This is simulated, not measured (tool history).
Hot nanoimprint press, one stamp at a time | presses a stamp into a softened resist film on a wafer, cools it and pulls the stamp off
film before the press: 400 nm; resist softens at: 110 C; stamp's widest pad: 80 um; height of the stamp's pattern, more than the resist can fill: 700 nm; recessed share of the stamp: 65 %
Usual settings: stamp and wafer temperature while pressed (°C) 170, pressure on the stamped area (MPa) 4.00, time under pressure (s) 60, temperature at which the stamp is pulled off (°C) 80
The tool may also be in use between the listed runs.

run,hour,stamp and wafer temperature while pressed (°C),pressure on the stamped area (MPa),time under pressure (s),temperature at which the stamp is pulled off (°C),resist left under the stamp's widest pad (Å),greatest force while the stamp is pulled off (N)
1,0.0,170,4.00,60,80,2076,201
2,13.5,170,4.00,60,80,2097,201
3,34.2,170,4.00,60,80,2091,198
4,49.0,170,4.00,60,80,2088,201
5,73.8,170,4.00,60,80,2085,203
6,91.5,170,4.00,60,80,2081,203
7,103.8,170,4.00,60,80,2066,202
8,124.1,170,4.00,60,80,2076,205
# hour 131.2: plate thermocouple calibrated
9,137.6,170,4.00,60,80,2047,202
10,156.3,170,4.00,60,80,2031,203
11,173.2,170,4.00,60,80,2043,203
12,186.6,170,4.00,60,80,2041,204
# hour 213.2: plate thermocouple calibrated, once more
# hour 219.2: stamp cleaned and given a new release coat
13,220.5,170,4.00,60,80,2196,204
14,245.3,170,4.00,60,80,2184,206
15,269.0,163,5.11,50,70,2675,243
16,284.7,163,5.11,50,70,2681,248
17,310.0,163,3.28,59,84,2958,193
18,320.5,175,2.73,53,79,2224,209
19,343.4,160,5.07,110,75,2409,229
20,354.4,169,5.91,63,66,1885,268
21,366.8,170,4.60,34,82,2448,199
22,380.6,170,4.60,34,82,2469,203
23,396.4,169,3.35,60,80,2397,208
24,416.6,169,4.79,87,80,1824,212
# hour 435.3: stamp cleaned and given a new release coat
25,438.0,169,4.79,87,80,1843,202
26,452.7,178,4.00,60,69,1613,244
27,468.7,178,4.00,60,69,1616,247
28,489.1,170,3.39,34,84,2714,189

3 ways to go on from here, each from the tool as it stands after run 28. What would each give?
A,502.1,170,4.00,85,69,?,?
B,502.1,168,4.03,34,84,?,?
C,502.1,170,4.00,85,83,?,?

run,resist left under the stamp's widest pad (Å),greatest force while the stamp is pulled off (N)
A,1935,249
B,2728,189
C,1927,193
Without the tool's hidden state the same runs would have given:
run,resist left under the stamp's widest pad (Å),greatest force while the stamp is pulled off (N)
A,1953,249
B,2747,190
C,1944,194
